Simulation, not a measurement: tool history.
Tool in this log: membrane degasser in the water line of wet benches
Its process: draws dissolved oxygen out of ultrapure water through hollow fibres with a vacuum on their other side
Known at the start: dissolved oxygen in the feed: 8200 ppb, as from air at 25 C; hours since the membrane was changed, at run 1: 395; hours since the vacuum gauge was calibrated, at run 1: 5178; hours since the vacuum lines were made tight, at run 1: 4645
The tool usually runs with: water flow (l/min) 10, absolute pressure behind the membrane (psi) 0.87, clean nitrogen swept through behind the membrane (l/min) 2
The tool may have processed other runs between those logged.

| run | hour | water flow (l/min) | absolute pressure behind the membrane (psi) | clean nitrogen swept through behind the membrane (l/min) | hours since the membrane was changed | hours since the vacuum gauge was calibrated | hours since the vacuum lines were made tight | dissolved oxygen in the water behind the degasser (ppb) | pressure that the water loses in the fibres (psi) |
|---|---|---|---|---|---|---|---|---|---|
| 1 | 0 | 10 | 0.87 | 2 | 395 | 5178 | 4645 | 37.1 | 8.095 |
| 2 | 111.5 | 10 | 0.87 | 2.24 | 507 | 5290 | 4756 | 33.2 | 8.08 |
| 3 | 184.9 | 11 | 0.87 | 2 | 580 | 5363 | 4830 | 40.5 | 8.939 |
| 4 | 259.2 | 11 | 0.87 | 2 | 655 | 5438 | 4904 | 41.2 | 8.9 |
| 5 | 423.3 | 11 | 0.87 | 2 | 819 | 5602 | 5068 | 40.5 | 8.866 |
| 6 | 566.1 | 10 | 0.87 | 2 | 962 | 5744 | 5211 | 36.6 | 8.013 |
| 7 | 690.4 | 10 | 0.87 | 2 | 1086 | 5869 | 5335 | 36.2 | 8.099 |
| 8 | 778.9 | 10 | 0.87 | 2 | 1174 | 5957 | 5424 | 36.4 | 8.082 |
| 9 | 907.1 | 10 | 0.87 | 2 | 1303 | 6086 | 5552 | 36.5 | 8.076 |
| 10 | 987.4 | 10 | 0.87 | 2 | 1383 | 6166 | 5632 | 35.9 | 8.067 |
| 11 | 1067.9 | 10 | 0.87 | 2 | 1463 | 6246 | 5713 | 36.6 | 8.07 |
| 12 | 1141.9 | 7 | 0.87 | 2 | 1537 | 6320 | 5787 | 25.1 | 5.626 |
| 13 | 1237.1 | 7 | 0.87 | 2 | 1633 | 6416 | 5882 | 24.3 | 5.649 |
| 14 | 1393.3 | 10 | 0.87 | 3.71 | 1789 | 6572 | 6038 | 21.2 | 8.031 |
| 15 | 1502.1 | 10 | 0.87 | 3.71 | 1897 | 6680 | 6147 | 20.7 | 8.05 |
| 16 | 1596.2 | 7 | 0.786 | 2.64 | 1992 | 6775 | 6241 | 15.4 | 5.607 |
| 17 | 1716.3 | 6 | 0.525 | 1.08 | 2112 | 6895 | 6361 | 6.1 | 4.807 |
| 18 | 1833.8 | 7 | 0.624 | 5.23 | 2229 | 7012 | 6478 | 4.2 | 5.622 |
| 19 | 1965.7 | 7 | 0.624 | 5.23 | 2361 | 7144 | 6610 | 4.1 | 5.601 |
| 20 | 2053.2 | 7 | 0.624 | 2.44 | 2449 | 7232 | 6698 | 8.2 | 5.58 |
| 21 | 2215.9 | 7 | 0.624 | 2.44 | 2611 | 7394 | 6861 | 8.2 | 5.61 |
| 22 | 2352.7 | 7 | 1.134 | 2 | 2748 | 7531 | 6997 | 39.2 | 5.612 |
| 23 | 2501.7 | 11 | 0.629 | 1.56 | 2897 | 7680 | 7146 | 23.2 | 8.757 |
| 24 | 2623 | 11 | 0.629 | 1.56 | 3018 | 7801 | 7268 | 23.4 | 8.752 |
| 25 | 2719.1 | 13 | 0.629 | 1.97 | 3115 | 7898 | 7364 | 25.1 | 10.331 |
| 26 | 2871.3 | 6 | 0.898 | 1.72 | 3267 | 8050 | 7516 | 25.7 | 4.75 |
| 27 | 3027.5 | 6 | 0.898 | 1.72 | 3423 | 8206 | 7672 | 26.5 | 4.772 |

Selected run-to-run steps in pressure that the water loses in the fibres (psi), each split into two signed amounts: the part the tool would show with no hidden state at all (from settings, incoming material and random variation), and the remainder, which goes to the hidden state together with any gauge scatter not common to the measured and the hidden-state-free results:
The hidden state here: membrane still open, %; true pressure behind the membrane over the reading, kPa; air that leaks in behind the membrane, l/min; drift of the gauge itself on oxygen_ppb, %; drift of the gauge itself on loss_of_pressure_kpa, %.
Run 22 -> 23: water flow (l/min) 7 -> 11, absolute pressure behind the membrane (psi) 1.134 -> 0.629, clean nitrogen swept through behind the membrane (l/min) 2 -> 1.56. pressure that the water loses in the fibres (psi) +3.146: hidden state -0.064, all else +3.21.
Run 25 -> 26: water flow (l/min) 13 -> 6, absolute pressure behind the membrane (psi) 0.629 -> 0.898, clean nitrogen swept through behind the membrane (l/min) 1.97 -> 1.72. pressure that the water loses in the fibres (psi) -5.581: hidden state +0.106, all else -5.687.
